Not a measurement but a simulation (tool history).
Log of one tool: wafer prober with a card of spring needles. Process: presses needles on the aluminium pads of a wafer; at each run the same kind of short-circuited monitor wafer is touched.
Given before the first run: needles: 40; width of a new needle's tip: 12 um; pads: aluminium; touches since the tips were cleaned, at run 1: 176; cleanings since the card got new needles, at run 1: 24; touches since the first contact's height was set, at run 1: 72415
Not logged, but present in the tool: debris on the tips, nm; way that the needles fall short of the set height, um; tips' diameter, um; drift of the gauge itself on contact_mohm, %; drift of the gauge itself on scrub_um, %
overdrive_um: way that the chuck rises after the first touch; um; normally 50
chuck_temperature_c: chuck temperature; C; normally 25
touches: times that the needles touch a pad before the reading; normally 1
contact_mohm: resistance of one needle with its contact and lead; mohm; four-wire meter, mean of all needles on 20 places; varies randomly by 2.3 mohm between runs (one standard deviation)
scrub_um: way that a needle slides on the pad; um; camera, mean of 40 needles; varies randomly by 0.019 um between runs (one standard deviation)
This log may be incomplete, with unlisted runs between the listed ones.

run,hour,overdrive_um,chuck_temperature_c,touches,touches since the tips were cleaned,cleanings since the card got new needles,touches since the first contact's height was set,contact_mohm,scrub_um
1,0,50,25,1,176,24,72415,265,10.3
2,6.9,50,25,1,3603,24,75842,264,10.25
# hour 13.1: tips cleaned on abrasive film
3,19.8,68,25,1,3343,25,82214,257,13.97
# hour 26.2: tips cleaned on abrasive film
4,30.7,68,25,1,2220,26,87573,258,13.89
# hour 39.3: tips cleaned on abrasive film
5,40,68,25,1,358,27,92150,257,13.88
# hour 44.1: height of the first contact set anew
6,46.5,50,25,1,3428,27,1177,265,10.16
# hour 52.5: tips cleaned on abrasive film
7,52.5,63,25,1,0,28,4088,261,12.81
# hour 65.3: tips cleaned on abrasive film
8,65.3,50,49,1,0,29,10400,272,10.13
9,75.1,50,25,1,4880,29,15280,263,10.13
# hour 78.7: tips cleaned on abrasive film
10,82.3,50,25,1,1818,30,18822,262,10.11
# hour 92.2: tips cleaned on abrasive film
11,94.4,32,25,1,1086,31,24786,274,6.45
# hour 105.9: tips cleaned on abrasive film
12,106.8,45,60,2,434,32,30856,273,9.06
13,113.5,45,60,2,3789,32,34211,278,9.03
# hour 119.4: tips cleaned on abrasive film
14,125.5,34,25,1,3017,33,40103,271,6.79
# hour 127.2: gauge calibrated
# hour 132.5: tips cleaned on abrasive film
15,134.7,34,25,1,1093,34,44633,272,6.99
16,142,40,29,1,4720,34,48260,267,8.18
# hour 145.8: tips cleaned on abrasive film
17,151.5,50,102,3,2793,35,52913,286,10.19
18,158,49,41,2,6032,35,56152,264,10.01
# hour 158.8: tips cleaned on abrasive film
19,163.8,49,41,2,2456,36,58984,267,10
20,171.3,49,41,2,6177,36,62705,267,9.99

Alternative continuations, all from the tool just after run 20; predict every row:
# hour 172.4: tips cleaned on abrasive film
A,178.1,50,25,3,2836,37,66066,?,?
# hour 172.4: tips cleaned on abrasive film
B,178.1,53,25,2,2836,37,66066,?,?
# hour 172.4: tips cleaned on abrasive film
C,178.1,50,29,1,2836,37,66066,?,?

run,contact_mohm,scrub_um
A,261,10.15
B,261,10.79
C,263,10.19
Without the tool's hidden state the same runs would have given:
run,contact_mohm,scrub_um
A,261,10.26
B,261,10.91
C,262,10.31
